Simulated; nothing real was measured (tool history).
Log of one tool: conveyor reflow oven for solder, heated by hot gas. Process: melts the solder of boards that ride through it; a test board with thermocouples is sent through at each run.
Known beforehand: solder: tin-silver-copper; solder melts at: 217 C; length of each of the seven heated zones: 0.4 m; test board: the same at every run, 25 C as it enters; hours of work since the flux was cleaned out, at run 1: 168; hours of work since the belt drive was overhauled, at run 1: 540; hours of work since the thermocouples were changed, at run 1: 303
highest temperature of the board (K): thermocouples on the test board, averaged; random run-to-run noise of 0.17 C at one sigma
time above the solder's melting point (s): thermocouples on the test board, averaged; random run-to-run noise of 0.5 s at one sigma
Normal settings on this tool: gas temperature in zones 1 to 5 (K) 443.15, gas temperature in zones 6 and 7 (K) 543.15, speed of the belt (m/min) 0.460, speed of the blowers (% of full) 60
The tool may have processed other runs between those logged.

run	hour	gas temperature in zones 1 to 5 (K)	gas temperature in zones 6 and 7 (K)	speed of the belt (m/min)	speed of the blowers (% of full)	hours of work since the flux was cleaned out	hours of work since the belt drive was overhauled	hours of work since the thermocouples were changed	highest temperature of the board (K)	time above the solder's melting point (s)
1	0.0	443.15	543.15	0.460	60	168	540	303	528.45	79.9
2	25.3	443.15	543.15	0.460	60	181	553	316	528.65	80.6
3	66.2	443.15	543.15	0.460	60	202	574	337	528.35	80.0
4	90.0	443.15	544.15	0.460	60	214	587	350	529.05	81.6
# hour 104.8: flux residue cleaned out of gas plates and filters
5	124.7	443.15	544.15	0.460	60	10	602	365	530.55	82.3
6	157.2	443.15	543.15	0.488	60	27	619	382	528.15	74.9
7	199.8	443.15	543.15	0.488	60	49	641	404	527.75	75.6
8	222.4	443.15	543.15	0.488	67	61	653	416	528.95	75.6
9	262.0	443.15	543.15	0.488	67	81	673	436	528.65	76.1
10	287.7	443.15	543.15	0.488	67	95	686	449	528.95	75.7
11	328.7	443.15	543.15	0.488	67	116	708	471	528.55	77.2
12	349.8	443.15	543.15	0.460	60	127	719	482	529.15	81.7
13	368.5	443.15	543.15	0.460	60	137	728	491	529.15	82.3
14	398.5	443.15	543.15	0.460	60	152	744	507	528.95	81.9
15	440.5	443.15	543.15	0.460	60	174	766	529	529.25	82.2
16	468.2	443.15	543.15	0.460	60	188	780	543	529.25	81.6
17	498.9	443.15	543.15	0.460	60	204	796	559	529.25	81.9
# hour 534.8: flux residue cleaned out of gas plates and filters
18	545.0	453.15	543.15	0.543	82	5	817	580	530.35	74.5
19	575.8	453.15	543.15	0.543	82	21	833	596	530.05	73.6
20	609.3	443.15	543.15	0.460	65	39	850	613	531.15	84.5
21	627.5	439.15	543.15	0.460	60	48	860	623	529.35	80.7
22	649.6	439.15	543.15	0.460	60	59	871	634	529.65	81.1
23	671.1	439.15	543.15	0.460	60	71	882	646	529.65	81.3
# hour 691.7: thermocouples of zones 6 and 7 changed
24	691.7	438.15	548.15	0.512	60	80	892	0	529.05	70.5
25	710.9	438.15	548.15	0.512	60	90	902	10	528.95	70.7
26	746.1	438.15	548.15	0.512	78	108	920	28	532.05	74.5
27	777.4	438.15	548.15	0.512	78	125	937	44	531.85	73.5
28	799.1	438.15	548.15	0.512	78	136	948	56	531.95	73.4
29	831.5	443.15	558.15	0.378	77	153	965	72	550.75	118.9
30	868.6	443.15	542.15	0.378	77	172	984	92	535.05	108.8

How the hidden state differs across the entries between the runs, from the last listed run before each to the first after it:
Between runs 4 and 5: flux residue cleaned out of gas plates and filters (hour 104.8)
  heat that the gas passes to the board, % of a clean oven's: 94 -> 99.6; belt's true speed, % of the reading: 98.39 -> 98.35; true gas temperature in zones 6 and 7 over the reading, C: 0.8 -> 0.84
  measured less the result without the state, highest temperature of the board (K): -0.10 -> +1.20; time above the solder's melting point (s): +1.1 -> +2.5
Between runs 17 and 18: flux residue cleaned out of gas plates and filters (hour 534.8)
  heat that the gas passes to the board, % of a clean oven's: 94.5 -> 99.7; belt's true speed, % of the reading: 97.85 -> 97.79; true gas temperature in zones 6 and 7 over the reading, C: 1.37 -> 1.43
  measured less the result without the state, highest temperature of the board (K): +0.80 -> +1.80; time above the solder's melting point (s): +2.2 -> +3.1
Between runs 23 and 24: thermocouples of zones 6 and 7 changed (hour 691.7)
  heat that the gas passes to the board, % of a clean oven's: 97.9 -> 97.7; belt's true speed, % of the reading: 97.62 -> 97.59; true gas temperature in zones 6 and 7 over the reading, C: 1.61 -> 0.33
  measured less the result without the state, highest temperature of the board (K): +1.80 -> +0.70; time above the solder's melting point (s): +3.7 -> +2.3

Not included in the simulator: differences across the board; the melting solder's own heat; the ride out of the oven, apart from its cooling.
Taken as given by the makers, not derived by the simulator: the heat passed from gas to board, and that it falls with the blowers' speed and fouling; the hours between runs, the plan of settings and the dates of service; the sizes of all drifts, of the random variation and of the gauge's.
